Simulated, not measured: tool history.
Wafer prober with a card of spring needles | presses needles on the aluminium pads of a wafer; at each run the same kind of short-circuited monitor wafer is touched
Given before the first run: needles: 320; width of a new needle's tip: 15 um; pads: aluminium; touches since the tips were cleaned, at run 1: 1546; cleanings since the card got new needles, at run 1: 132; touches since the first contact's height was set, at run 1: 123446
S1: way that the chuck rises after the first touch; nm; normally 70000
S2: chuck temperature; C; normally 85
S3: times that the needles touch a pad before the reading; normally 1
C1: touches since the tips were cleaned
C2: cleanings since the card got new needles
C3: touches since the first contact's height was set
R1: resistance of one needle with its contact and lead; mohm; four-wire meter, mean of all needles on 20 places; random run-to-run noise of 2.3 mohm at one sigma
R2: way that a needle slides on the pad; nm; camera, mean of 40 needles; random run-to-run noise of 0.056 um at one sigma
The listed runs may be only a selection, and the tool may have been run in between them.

run	day	S1	S2	S3	C1	C2	C3	R1	R2
1	0.000	70000	85	1	1546	132	123446	333	18980
# day 0.408: height of the first contact set anew
# day 0.554: tips cleaned on abrasive film
# day 1.238: tips cleaned on abrasive film
2	1.525	70000	85	1	4167	134	16147	392	19330
# day 1.925: tips cleaned on abrasive film
# day 2.554: tips cleaned on abrasive film
# day 3.179: tips cleaned on abrasive film
3	3.179	70000	85	1	0	137	40115	293	19200
# day 3.879: tips cleaned on abrasive film
# day 4.529: tips cleaned on abrasive film
# day 5.217: tips cleaned on abrasive film
4	5.483	70000	85	1	3847	140	73567	400	19080
# day 5.896: tips cleaned on abrasive film
# day 6.467: tips cleaned on abrasive film
5	6.558	70000	85	1	1328	142	89149	342	19120
# day 7.083: tips cleaned on abrasive film
# day 7.750: tips cleaned on abrasive film
# day 8.321: tips cleaned on abrasive film
6	8.862	70000	85	1	7879	145	122598	452	19030
# day 9.008: tips cleaned on abrasive film
# day 9.279: height of the first contact set anew
# day 9.708: tips cleaned on abrasive film
# day 10.379: tips cleaned on abrasive film
# day 11.058: tips cleaned on abrasive film
7	11.083	70000	85	1	382	149	26115	307	19310
# day 11.650: tips cleaned on abrasive film
# day 12.317: tips cleaned on abrasive film
# day 13.029: tips cleaned on abrasive film
8	13.100	70000	85	1	1020	152	55385	327	19160
# day 13.667: tips cleaned on abrasive film
9	14.183	58000	85	1	7592	153	71160	547	15870
# day 14.329: tips cleaned on abrasive film
# day 15.029: tips cleaned on abrasive film
# day 15.721: tips cleaned on abrasive film
# day 16.433: tips cleaned on abrasive film
10	16.800	70000	85	1	5369	157	109111	442	19120
# day 17.088: tips cleaned on abrasive film
# day 17.762: tips cleaned on abrasive film
# day 18.200: height of the first contact set anew
# day 18.467: tips cleaned on abrasive film
11	18.467	70000	85	1	0	160	3844	286	19400
# day 19.179: tips cleaned on abrasive film
# day 19.875: tips cleaned on abrasive film
# day 20.588: tips cleaned on abrasive film
12	21.083	70000	85	1	7275	163	41873	465	19310
# day 21.229: tips cleaned on abrasive film
# day 21.917: tips cleaned on abrasive film
# day 22.488: tips cleaned on abrasive film
# day 23.192: tips cleaned on abrasive film
13	23.708	70000	85	1	7518	167	79932	460	19180
# day 23.854: tips cleaned on abrasive film
# day 24.508: tips cleaned on abrasive film
# day 25.183: tips cleaned on abrasive film
14	25.388	70000	85	1	2999	170	104286	402	19140
# day 25.817: tips cleaned on abrasive film
# day 26.483: tips cleaned on abrasive film
15	26.546	80000	78	1	936	172	121054	316	21750
# day 27.100: tips cleaned on abrasive film
# day 27.112: height of the first contact set anew
# day 27.821: tips cleaned on abrasive film
16	28.208	56000	67	2	5712	174	15977	434	15390
# day 28.496: tips cleaned on abrasive film
# day 29.208: tips cleaned on abrasive film
17	29.675	56000	67	2	6831	176	37271	454	15450
# day 29.817: tips cleaned on abrasive film
# day 30.462: tips cleaned on abrasive film
# day 31.117: tips cleaned on abrasive film
# day 31.725: tips cleaned on abrasive film
18	31.808	73000	85	1	1197	180	68144	336	20110
# day 32.321: tips cleaned on abrasive film
# day 33.033: tips cleaned on abrasive film
# day 33.696: tips cleaned on abrasive film
# day 34.379: tips cleaned on abrasive film
19	34.412	61000	58	1	483	184	105912	343	16600
# day 35.088: tips cleaned on abrasive film
# day 35.792: tips cleaned on abrasive film
20	35.792	61000	58	1	0	186	125912	296	16500
# day 36.088: height of the first contact set anew
# day 36.517: tips cleaned on abrasive film
# day 37.225: tips cleaned on abrasive film
21	37.550	61000	58	1	4733	188	21262	488	16850
# day 37.808: tips cleaned on abrasive film
# day 38.496: tips cleaned on abrasive film
22	38.992	51000	44	2	7198	190	42146	513	14060
# day 39.138: tips cleaned on abrasive film
# day 39.812: tips cleaned on abrasive film
# day 40.500: tips cleaned on abrasive film
23	40.750	51000	44	2	3650	193	67683	446	13890
# day 41.179: tips cleaned on abrasive film
# day 41.879: tips cleaned on abrasive film
# day 42.450: tips cleaned on abrasive film
24	42.921	62000	31	1	6886	196	99154	552	16800
# day 43.067: tips cleaned on abrasive film
# day 43.721: tips cleaned on abrasive film
# day 44.400: tips cleaned on abrasive film
# day 44.971: tips cleaned on abrasive film
# day 44.983: height of the first contact set anew
25	45.417	50000	28	3	6367	200	6367	417	13900
# day 45.562: tips cleaned on abrasive film
# day 46.267: tips cleaned on abrasive film
# day 46.962: tips cleaned on abrasive film
26	47.254	50000	28	3	4246	203	32991	394	13790
# day 47.675: tips cleaned on abrasive film
# day 48.354: tips cleaned on abrasive film
# day 49.058: tips cleaned on abrasive film
27	49.521	50000	28	3	6722	206	65869	430	13710

Predict each of these 5 candidate next runs independently; none follows another, all start after run 27:
# day 49.642: tips cleaned on abrasive film
# day 50.325: tips cleaned on abrasive film
# day 50.996: tips cleaned on abrasive film
A	51.250	71000	85	1	3706	209	90952	?	?
# day 49.642: tips cleaned on abrasive film
# day 50.325: tips cleaned on abrasive film
# day 50.996: tips cleaned on abrasive film
B	51.250	76000	68	1	3706	209	90952	?	?
# day 49.642: tips cleaned on abrasive film
# day 50.325: tips cleaned on abrasive film
# day 50.996: tips cleaned on abrasive film
C	51.250	75000	68	2	3706	209	90952	?	?
# day 49.642: tips cleaned on abrasive film
# day 50.325: tips cleaned on abrasive film
# day 50.996: tips cleaned on abrasive film
D	51.250	80000	44	2	3706	209	90952	?	?
# day 49.642: tips cleaned on abrasive film
# day 50.325: tips cleaned on abrasive film
# day 50.996: tips cleaned on abrasive film
E	51.250	53000	70	1	3706	209	90952	?	?

run	R1	R2
A	418	19320
B	394	20840
C	343	20570
D	333	21960
E	554	14420
With no hidden state in the tool, these same runs would have given:
run	R1	R2
A	259	19600
B	251	21120
C	250	20840
D	246	22240
E	269	14700

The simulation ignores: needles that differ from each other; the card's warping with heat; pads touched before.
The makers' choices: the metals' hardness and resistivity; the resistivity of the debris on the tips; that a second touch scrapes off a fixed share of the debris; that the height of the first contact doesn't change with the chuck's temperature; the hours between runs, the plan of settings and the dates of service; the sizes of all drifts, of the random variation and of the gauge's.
